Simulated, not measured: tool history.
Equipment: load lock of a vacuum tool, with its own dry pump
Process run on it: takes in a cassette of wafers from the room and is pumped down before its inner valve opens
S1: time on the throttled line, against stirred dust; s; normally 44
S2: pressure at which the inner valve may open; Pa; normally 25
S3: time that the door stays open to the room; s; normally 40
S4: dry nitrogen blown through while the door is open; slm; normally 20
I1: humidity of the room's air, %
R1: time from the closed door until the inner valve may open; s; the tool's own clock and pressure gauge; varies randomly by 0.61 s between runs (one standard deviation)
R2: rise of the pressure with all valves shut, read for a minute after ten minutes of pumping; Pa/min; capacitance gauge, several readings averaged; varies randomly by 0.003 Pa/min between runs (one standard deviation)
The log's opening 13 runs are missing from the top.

{"run": 14, "day": 225.95, "S1": 44, "S2": 25, "S3": 87, "S4": 20, "I1": 45.4, "R1": 95.8, "R2": 0.64}
{"run": 15, "day": 239.754, "S1": 44, "S2": 25, "S3": 87, "S4": 20, "I1": 47.1, "R1": 96.6, "R2": 0.665}
{"day": 253.529, "done": "door's seal changed, seat wiped"}
{"run": 16, "day": 256.8, "S1": 44, "S2": 25, "S3": 87, "S4": 20, "I1": 48.5, "R1": 97.4, "R2": 0.059}
{"run": 17, "day": 274.704, "S1": 44, "S2": 24, "S3": 40, "S4": 20, "I1": 47.1, "R1": 98.4, "R2": 0.043}
{"run": 18, "day": 290.988, "S1": 44, "S2": 25, "S3": 40, "S4": 20, "I1": 44.5, "R1": 96.7, "R2": 0.052}
{"run": 19, "day": 301.504, "S1": 44, "S2": 25, "S3": 40, "S4": 20, "I1": 46, "R1": 96.4, "R2": 0.046}
{"run": 20, "day": 316.004, "S1": 67, "S2": 25, "S3": 40, "S4": 20, "I1": 44.9, "R1": 114.4, "R2": 0.055}
{"run": 21, "day": 333.875, "S1": 74, "S2": 43, "S3": 84, "S4": 6, "I1": 43.6, "R1": 116.2, "R2": 0.109}
{"run": 22, "day": 349.108, "S1": 31, "S2": 30, "S3": 52, "S4": 6, "I1": 47.5, "R1": 87.2, "R2": 0.097}
{"run": 23, "day": 365.8, "S1": 28, "S2": 32, "S3": 60, "S4": 20, "I1": 46.9, "R1": 83.7, "R2": 0.094}
{"run": 24, "day": 386.346, "S1": 44, "S2": 36, "S3": 40, "S4": 7, "I1": 47.3, "R1": 96.2, "R2": 0.103}
{"run": 25, "day": 407.617, "S1": 44, "S2": 36, "S3": 40, "S4": 7, "I1": 40.7, "R1": 97, "R2": 0.11}
{"day": 411.592, "done": "dry pump taken out, an overhauled one fitted"}
{"run": 26, "day": 427.804, "S1": 32, "S2": 25, "S3": 40, "S4": 20, "I1": 42.8, "R1": 79.8, "R2": 0.116}
{"run": 27, "day": 437.833, "S1": 48, "S2": 26, "S3": 40, "S4": 27, "I1": 46.3, "R1": 92, "R2": 0.115}
{"run": 28, "day": 453.1, "S1": 48, "S2": 26, "S3": 40, "S4": 27, "I1": 45.8, "R1": 92.4, "R2": 0.135}
{"run": 29, "day": 462.633, "S1": 77, "S2": 25, "S3": 116, "S4": 20, "I1": 49.7, "R1": 116.7, "R2": 0.183}
{"run": 30, "day": 482.188, "S1": 31, "S2": 25, "S3": 50, "S4": 20, "I1": 43, "R1": 79.9, "R2": 0.16}
{"run": 31, "day": 499.308, "S1": 87, "S2": 33, "S3": 28, "S4": 5, "I1": 47.7, "R1": 122.7, "R2": 0.18}
{"run": 32, "day": 513.771, "S1": 44, "S2": 20, "S3": 150, "S4": 11, "I1": 43.5, "R1": 91.5, "R2": 0.252}
{"run": 33, "day": 529.646, "S1": 31, "S2": 25, "S3": 40, "S4": 20, "I1": 47.9, "R1": 80.5, "R2": 0.209}
{"run": 34, "day": 550.038, "S1": 44, "S2": 36, "S3": 40, "S4": 20, "I1": 42.9, "R1": 87.7, "R2": 0.214}
{"run": 35, "day": 572.429, "S1": 33, "S2": 27, "S3": 40, "S4": 6, "I1": 44.8, "R1": 82, "R2": 0.248}
{"run": 36, "day": 594.329, "S1": 34, "S2": 25, "S3": 40, "S4": 11, "I1": 47.7, "R1": 84.4, "R2": 0.268}
{"run": 37, "day": 610.783, "S1": 23, "S2": 25, "S3": 102, "S4": 28, "I1": 43.7, "R1": 76.1, "R2": 0.301}

Branching from run 37: 4 alternative next runs. What would each branch give?
{"run": "A", "day": 621.088, "S1": 44, "S2": 30, "S3": 40, "S4": 20, "I1": 44.2, "R1": "?", "R2": "?"}
{"run": "B", "day": 621.088, "S1": 23, "S2": 25, "S3": 159, "S4": 28, "I1": 42.6, "R1": "?", "R2": "?"}
{"run": "C", "day": 621.088, "S1": 23, "S2": 25, "S3": 102, "S4": 16, "I1": 41.6, "R1": "?", "R2": "?"}
{"run": "D", "day": 621.088, "S1": 44, "S2": 19, "S3": 40, "S4": 20, "I1": 45.3, "R1": "?", "R2": "?"}

run=A R1=90.7 R2=0.289
run=B R1=76.8 R2=0.329
run=C R1=76.1 R2=0.321
run=D R1=93.5 R2=0.292
Stripped of hidden state, with their random variation kept, the same runs would have yielded:
run=A R1=88.2 R2=0.03
run=B R1=74 R2=0.067
run=C R1=73.3 R2=0.056
run=D R1=90.9 R2=0.025

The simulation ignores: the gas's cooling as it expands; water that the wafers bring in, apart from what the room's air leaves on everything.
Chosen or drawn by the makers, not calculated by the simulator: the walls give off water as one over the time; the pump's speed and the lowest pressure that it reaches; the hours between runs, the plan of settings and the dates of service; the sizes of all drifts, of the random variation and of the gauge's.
